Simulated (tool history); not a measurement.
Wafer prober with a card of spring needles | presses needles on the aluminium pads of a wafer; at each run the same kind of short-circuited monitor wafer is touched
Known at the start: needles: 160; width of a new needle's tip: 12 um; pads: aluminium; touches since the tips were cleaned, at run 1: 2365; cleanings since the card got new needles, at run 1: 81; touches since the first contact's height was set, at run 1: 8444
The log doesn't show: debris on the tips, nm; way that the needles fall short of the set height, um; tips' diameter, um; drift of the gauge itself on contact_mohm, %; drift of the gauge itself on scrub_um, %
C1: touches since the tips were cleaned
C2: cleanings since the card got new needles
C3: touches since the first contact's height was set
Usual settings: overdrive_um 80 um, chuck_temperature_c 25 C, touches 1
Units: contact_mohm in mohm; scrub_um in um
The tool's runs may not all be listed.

{"run": 1, "day": 0.0, "overdrive_um": 80, "chuck_temperature_c": 25, "touches": 1, "C1": 2365, "C2": 81, "C3": 8444, "contact_mohm": 193, "scrub_um": 10.22}
{"day": 0.542, "done": "tips cleaned on abrasive film"}
{"day": 1.425, "done": "tips cleaned on abrasive film"}
{"run": 2, "day": 2.108, "overdrive_um": 80, "chuck_temperature_c": 25, "touches": 1, "C1": 4953, "C2": 83, "C3": 23678, "contact_mohm": 201, "scrub_um": 10.24}
{"day": 2.317, "done": "tips cleaned on abrasive film"}
{"day": 3.217, "done": "tips cleaned on abrasive film"}
{"run": 3, "day": 3.783, "overdrive_um": 80, "chuck_temperature_c": 25, "touches": 1, "C1": 4110, "C2": 85, "C3": 35765, "contact_mohm": 199, "scrub_um": 10.14}
{"day": 4.204, "done": "tips cleaned on abrasive film"}
{"day": 4.692, "done": "tips cleaned on abrasive film, once more"}
{"run": 4, "day": 5.0, "overdrive_um": 80, "chuck_temperature_c": 25, "touches": 1, "C1": 2249, "C2": 87, "C3": 44546, "contact_mohm": 196, "scrub_um": 10.16}
{"day": 5.662, "done": "tips cleaned on abrasive film"}
{"run": 5, "day": 6.2, "overdrive_um": 80, "chuck_temperature_c": 25, "touches": 1, "C1": 3884, "C2": 88, "C3": 53214, "contact_mohm": 199, "scrub_um": 10.13}
{"day": 6.612, "done": "tips cleaned on abrasive film"}
{"day": 7.538, "done": "tips cleaned on abrasive film"}
{"day": 8.417, "done": "tips cleaned on abrasive film"}
{"run": 6, "day": 8.942, "overdrive_um": 80, "chuck_temperature_c": 25, "touches": 1, "C1": 3797, "C2": 91, "C3": 73014, "contact_mohm": 201, "scrub_um": 10.13}
{"day": 9.362, "done": "tips cleaned on abrasive film"}
{"day": 10.321, "done": "tips cleaned on abrasive film"}
{"run": 7, "day": 11.05, "overdrive_um": 77, "chuck_temperature_c": 25, "touches": 1, "C1": 5269, "C2": 93, "C3": 88242, "contact_mohm": 204, "scrub_um": 9.63}
{"day": 11.262, "done": "tips cleaned on abrasive film"}
{"day": 12.246, "done": "tips cleaned on abrasive film"}
{"day": 13.125, "done": "tips cleaned on abrasive film"}
{"run": 8, "day": 13.758, "overdrive_um": 77, "chuck_temperature_c": 25, "touches": 1, "C1": 4597, "C2": 96, "C3": 107816, "contact_mohm": 197, "scrub_um": 9.63}
{"day": 13.971, "done": "tips cleaned on abrasive film"}
{"day": 14.912, "done": "tips cleaned on abrasive film"}
{"day": 15.883, "done": "tips cleaned on abrasive film"}
{"run": 9, "day": 16.133, "overdrive_um": 77, "chuck_temperature_c": 25, "touches": 1, "C1": 1814, "C2": 99, "C3": 124963, "contact_mohm": 195, "scrub_um": 9.54}
{"day": 16.833, "done": "tips cleaned on abrasive film"}
{"day": 17.746, "done": "tips cleaned on abrasive film"}
{"run": 10, "day": 18.05, "overdrive_um": 77, "chuck_temperature_c": 25, "touches": 1, "C1": 2197, "C2": 101, "C3": 138803, "contact_mohm": 192, "scrub_um": 9.55}
{"day": 18.717, "done": "tips cleaned on abrasive film"}
{"day": 19.592, "done": "tips cleaned on abrasive film"}
{"day": 20.546, "done": "tips cleaned on abrasive film"}
{"run": 11, "day": 20.733, "overdrive_um": 80, "chuck_temperature_c": 28, "touches": 1, "C1": 1390, "C2": 104, "C3": 158197, "contact_mohm": 194, "scrub_um": 9.91}
{"day": 21.408, "done": "tips cleaned on abrasive film"}
{"day": 22.288, "done": "tips cleaned on abrasive film"}
{"run": 12, "day": 22.712, "overdrive_um": 80, "chuck_temperature_c": 25, "touches": 1, "C1": 3076, "C2": 106, "C3": 172489, "contact_mohm": 197, "scrub_um": 9.86}
{"day": 23.333, "done": "tips cleaned on abrasive film"}
{"day": 24.271, "done": "tips cleaned on abrasive film"}
{"day": 24.579, "done": "height of the first contact set anew"}
{"run": 13, "day": 24.579, "overdrive_um": 72, "chuck_temperature_c": 34, "touches": 1, "C1": 2164, "C2": 108, "C3": 0, "contact_mohm": 197, "scrub_um": 9.22}
{"day": 25.192, "done": "tips cleaned on abrasive film"}
{"day": 26.167, "done": "tips cleaned on abrasive film"}
{"day": 27.05, "done": "tips cleaned on abrasive film"}
{"run": 14, "day": 27.05, "overdrive_um": 64, "chuck_temperature_c": 122, "touches": 1, "C1": 0, "C2": 111, "C3": 17823, "contact_mohm": 209, "scrub_um": 8.14}
{"day": 27.946, "done": "tips cleaned on abrasive film"}
{"day": 28.879, "done": "tips cleaned on abrasive film"}
{"run": 15, "day": 29.192, "overdrive_um": 64, "chuck_temperature_c": 85, "touches": 3, "C1": 2265, "C2": 113, "C3": 33305, "contact_mohm": 205, "scrub_um": 8.14}
{"day": 29.904, "done": "tips cleaned on abrasive film"}
{"day": 30.796, "done": "tips cleaned on abrasive film"}
{"run": 16, "day": 30.9, "overdrive_um": 65, "chuck_temperature_c": 76, "touches": 1, "C1": 741, "C2": 115, "C3": 45639, "contact_mohm": 202, "scrub_um": 8.22}
{"day": 31.783, "done": "tips cleaned on abrasive film"}
{"run": 17, "day": 32.283, "overdrive_um": 65, "chuck_temperature_c": 76, "touches": 1, "C1": 3630, "C2": 116, "C3": 55661, "contact_mohm": 214, "scrub_um": 8.2}
{"day": 32.7, "done": "tips cleaned on abrasive film"}
{"day": 33.667, "done": "tips cleaned on abrasive film"}
{"day": 34.683, "done": "tips cleaned on abrasive film"}
{"run": 18, "day": 34.683, "overdrive_um": 64, "chuck_temperature_c": 67, "touches": 2, "C1": 0, "C2": 119, "C3": 72969, "contact_mohm": 198, "scrub_um": 8.05}
{"day": 35.538, "done": "tips cleaned on abrasive film"}
{"day": 36.383, "done": "tips cleaned on abrasive film"}
{"day": 37.338, "done": "tips cleaned on abrasive film"}
{"run": 19, "day": 37.338, "overdrive_um": 64, "chuck_temperature_c": 67, "touches": 2, "C1": 0, "C2": 122, "C3": 92151, "contact_mohm": 197, "scrub_um": 7.95}
{"day": 38.283, "done": "tips cleaned on abrasive film"}
{"day": 39.167, "done": "tips cleaned on abrasive film"}
{"run": 20, "day": 39.354, "overdrive_um": 64, "chuck_temperature_c": 67, "touches": 2, "C1": 1356, "C2": 124, "C3": 106711, "contact_mohm": 200, "scrub_um": 7.96}
{"day": 40.038, "done": "tips cleaned on abrasive film"}
{"day": 41.004, "done": "tips cleaned on abrasive film"}
{"run": 21, "day": 41.05, "overdrive_um": 84, "chuck_temperature_c": 46, "touches": 2, "C1": 337, "C2": 126, "C3": 118946, "contact_mohm": 193, "scrub_um": 10.51}
{"day": 42.038, "done": "tips cleaned on abrasive film"}
{"day": 43.017, "done": "tips cleaned on abrasive film"}
{"run": 22, "day": 43.683, "overdrive_um": 84, "chuck_temperature_c": 46, "touches": 2, "C1": 4862, "C2": 128, "C3": 138012, "contact_mohm": 197, "scrub_um": 10.44}
{"day": 43.9, "done": "tips cleaned on abrasive film"}
{"day": 44.808, "done": "tips cleaned on abrasive film"}
{"day": 45.833, "done": "tips cleaned on abrasive film"}
{"run": 23, "day": 45.983, "overdrive_um": 84, "chuck_temperature_c": 27, "touches": 2, "C1": 1068, "C2": 131, "C3": 154582, "contact_mohm": 188, "scrub_um": 10.45}

Measured less the same run without the tool's hidden state. The same run-to-run variation is in both; the gauge's scatter may not be:
run=1 contact_mohm=+8 scrub_um=-0.02
run=2 contact_mohm=+15 scrub_um=-0.04
run=3 contact_mohm=+14 scrub_um=-0.06
run=4 contact_mohm=+10 scrub_um=-0.09
run=5 contact_mohm=+14 scrub_um=-0.11
run=6 contact_mohm=+13 scrub_um=-0.15
run=7 contact_mohm=+18 scrub_um=-0.19
run=8 contact_mohm=+17 scrub_um=-0.24
run=9 contact_mohm=+8 scrub_um=-0.28
run=10 contact_mohm=+9 scrub_um=-0.31
run=11 contact_mohm=+7 scrub_um=-0.35
run=12 contact_mohm=+13 scrub_um=-0.38
run=13 contact_mohm=+12 scrub_um=+0.00
run=14 contact_mohm=+0 scrub_um=-0.04
run=15 contact_mohm=+5 scrub_um=-0.08
run=16 contact_mohm=+7 scrub_um=-0.11
run=17 contact_mohm=+20 scrub_um=-0.12
run=18 contact_mohm=+2 scrub_um=-0.17
run=19 contact_mohm=+2 scrub_um=-0.21
run=20 contact_mohm=+7 scrub_um=-0.24
run=21 contact_mohm=+1 scrub_um=-0.27
run=22 contact_mohm=+8 scrub_um=-0.30
run=23 contact_mohm=+3 scrub_um=-0.35

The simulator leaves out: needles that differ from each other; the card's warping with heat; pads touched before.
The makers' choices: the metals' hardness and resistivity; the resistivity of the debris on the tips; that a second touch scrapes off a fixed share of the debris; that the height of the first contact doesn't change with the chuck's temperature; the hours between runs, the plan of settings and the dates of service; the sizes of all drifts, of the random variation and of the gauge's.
